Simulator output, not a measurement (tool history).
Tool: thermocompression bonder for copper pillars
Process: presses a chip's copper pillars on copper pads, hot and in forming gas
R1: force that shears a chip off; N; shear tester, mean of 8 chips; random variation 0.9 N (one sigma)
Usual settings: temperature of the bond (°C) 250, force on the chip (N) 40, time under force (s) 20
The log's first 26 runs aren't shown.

Run 27, hour 470.3: usual settings but time under force (s) 12. Result: R1 59.0 N.
Run 28, hour 492.4: usual settings but temperature of the bond (°C) 229, time under force (s) 19. Result: R1 52.3 N.
Run 29, hour 506.3: usual settings but temperature of the bond (°C) 232, time under force (s) 17. Result: R1 52.7 N.
Run 30, hour 522.7: usual settings but temperature of the bond (°C) 232, time under force (s) 17. Result: R1 51.4 N.
Run 31, hour 547.7: usual settings but temperature of the bond (°C) 254, force on the chip (N) 31, time under force (s) 59. Result: R1 85.0 N.
Run 32, hour 572.1: usual settings but force on the chip (N) 32, time under force (s) 15. Result: R1 57.0 N.
Run 33, hour 597.0: usual settings but force on the chip (N) 32, time under force (s) 15. Result: R1 55.7 N.
Run 34, hour 620.7: usual settings but force on the chip (N) 30, time under force (s) 56. Result: R1 79.2 N.

Forecast run 35:
Run 35, hour 634.0: usual settings but time under force (s) 32. Result: R1 ?.

Run 35 gave R1 78.3 N.
Without the tool's hidden state the same run would have given R1 85.1 N.
